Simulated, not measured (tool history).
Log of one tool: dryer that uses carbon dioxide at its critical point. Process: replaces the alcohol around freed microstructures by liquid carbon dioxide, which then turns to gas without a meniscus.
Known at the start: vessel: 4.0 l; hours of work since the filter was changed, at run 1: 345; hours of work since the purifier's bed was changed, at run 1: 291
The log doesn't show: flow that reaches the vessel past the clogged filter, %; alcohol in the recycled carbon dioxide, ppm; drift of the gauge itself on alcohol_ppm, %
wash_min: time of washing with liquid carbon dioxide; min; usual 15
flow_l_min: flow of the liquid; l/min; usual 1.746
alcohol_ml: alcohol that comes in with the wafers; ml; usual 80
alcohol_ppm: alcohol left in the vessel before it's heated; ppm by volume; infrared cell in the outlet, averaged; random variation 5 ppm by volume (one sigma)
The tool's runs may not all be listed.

run	hour	wash_min	flow_l_min	alcohol_ml	hours of work since the filter was changed	hours of work since the purifier's bed was changed	alcohol_ppm
1	0.0	15	1.746	80	345	291	117
2	11.7	15	1.746	80	353	299	129
3	17.0	15	1.746	80	357	303	132
4	24.4	15	1.746	80	362	308	144
5	36.2	15	1.746	80	371	317	129
6	47.4	15	1.746	80	379	325	140
7	55.8	19	2.810	22	385	331	54
8	61.7	23	2.390	52	390	336	61

Run 9 comes next. What will it give?
9	70.8	23	2.130	70	396	342	?

alcohol_ppm: 56 ppm by volume
Without the tool's hidden state the same run would have given alcohol_ppm 0 ppm by volume.

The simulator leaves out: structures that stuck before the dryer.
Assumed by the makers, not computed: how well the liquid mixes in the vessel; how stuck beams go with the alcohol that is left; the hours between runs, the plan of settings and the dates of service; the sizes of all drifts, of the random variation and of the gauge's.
